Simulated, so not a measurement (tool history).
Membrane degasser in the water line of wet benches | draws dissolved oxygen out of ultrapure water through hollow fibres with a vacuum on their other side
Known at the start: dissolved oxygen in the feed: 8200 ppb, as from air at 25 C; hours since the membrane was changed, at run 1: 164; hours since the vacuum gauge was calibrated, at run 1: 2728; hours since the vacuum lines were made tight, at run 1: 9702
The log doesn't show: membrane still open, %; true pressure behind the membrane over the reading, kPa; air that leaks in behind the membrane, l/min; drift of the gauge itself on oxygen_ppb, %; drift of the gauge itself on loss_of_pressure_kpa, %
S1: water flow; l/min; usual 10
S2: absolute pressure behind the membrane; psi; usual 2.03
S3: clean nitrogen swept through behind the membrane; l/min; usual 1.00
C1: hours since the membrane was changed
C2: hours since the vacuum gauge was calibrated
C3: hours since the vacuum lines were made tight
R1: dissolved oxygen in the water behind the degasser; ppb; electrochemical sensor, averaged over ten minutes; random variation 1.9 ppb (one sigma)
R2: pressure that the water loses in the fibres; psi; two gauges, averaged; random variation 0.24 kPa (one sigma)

run	day	S1	S2	S3	C1	C2	C3	R1	R2
1	0.000	10	2.03	1.00	164	2728	9702	275.8	8.968
2	1.975	10	2.03	1.00	211	2775	9749	273.1	9.043
3	3.317	10	2.03	1.00	243	2808	9782	278.6	9.030
4	5.358	10	2.03	1.00	292	2857	9831	278.0	9.042
5	6.667	15	2.03	1.00	324	2888	9862	508.6	13.574
6	8.479	15	2.03	2.97	367	2931	9906	282.5	13.567
7	10.104	15	2.03	2.97	406	2971	9945	284.0	13.535
8	12.046	15	1.77	2.97	453	3017	9991	265.4	13.594
9	12.896	7	2.03	1.00	473	3038	10012	182.0	6.387
10	13.900	10	2.03	0.90	497	3062	10036	301.6	9.027
11	15.546	10	2.03	0.90	537	3101	10075	297.9	9.058
12	16.879	10	2.03	0.90	569	3133	10107	299.2	9.016
13	17.758	10	2.03	0.90	590	3154	10128	302.3	9.111
14	19.046	10	2.03	0.90	621	3185	10159	300.3	9.037
15	20.858	10	2.03	0.90	664	3229	10203	301.0	9.121
16	21.829	10	4.92	1.00	688	3252	10226	704.4	9.085
17	23.392	8	3.84	1.00	725	3289	10264	429.9	7.313
# day 24.546: seals of the vacuum lines changed
18	24.704	8	3.84	1.00	755	3319	4	434.0	7.326
19	26.383	10	3.77	0.60	795	3359	44	814.4	9.090
20	27.983	10	3.77	0.60	833	3398	83	816.8	9.153
21	29.946	13	3.39	1.00	880	3445	130	651.3	11.864
22	31.783	7	3.39	1.00	925	3489	174	332.4	6.414
23	32.817	10	1.67	0.65	949	3514	198	308.5	9.163
24	34.358	10	3.86	2.07	986	3551	235	293.5	9.206
25	35.471	10	2.03	0.91	1013	3577	262	296.0	9.181
26	36.583	12	4.83	1.89	1040	3604	289	499.4	10.976
27	37.746	7	3.74	1.00	1068	3632	317	372.0	6.418
28	38.892	7	4.42	1.00	1095	3659	344	439.3	6.422
29	40.767	7	4.42	1.00	1140	3704	389	445.2	6.450
30	42.179	13	1.32	1.00	1174	3738	423	261.8	11.925
31	43.229	13	1.32	1.00	1199	3763	448	263.4	12.012
32	44.838	7	1.25	1.00	1238	3802	487	95.0	6.431

Hidden state or all else? Some run-to-run changes of R2, split into what the settings, what came in and random variation would give without the hidden state, and what is left for the hidden state (with any gauge scatter that isn't in both results):
Run 8 -> 9: S1 15 -> 7, S2 1.77 -> 2.03, S3 2.97 -> 1.00. R2 -7.207 psi: hidden state -0.039, all else -7.168.
Run 26 -> 27: S1 12 -> 7, S2 4.83 -> 3.74, S3 1.89 -> 1.00. R2 -4.559 psi: hidden state -0.078, all else -4.480.
Run 29 -> 30: S1 7 -> 13, S2 4.42 -> 1.32. R2 +5.475 psi: hidden state +0.115, all else +5.361.
Run 31 -> 32: S1 13 -> 7, S2 1.32 -> 1.25. R2 -5.581 psi: hidden state -0.110, all else -5.471.
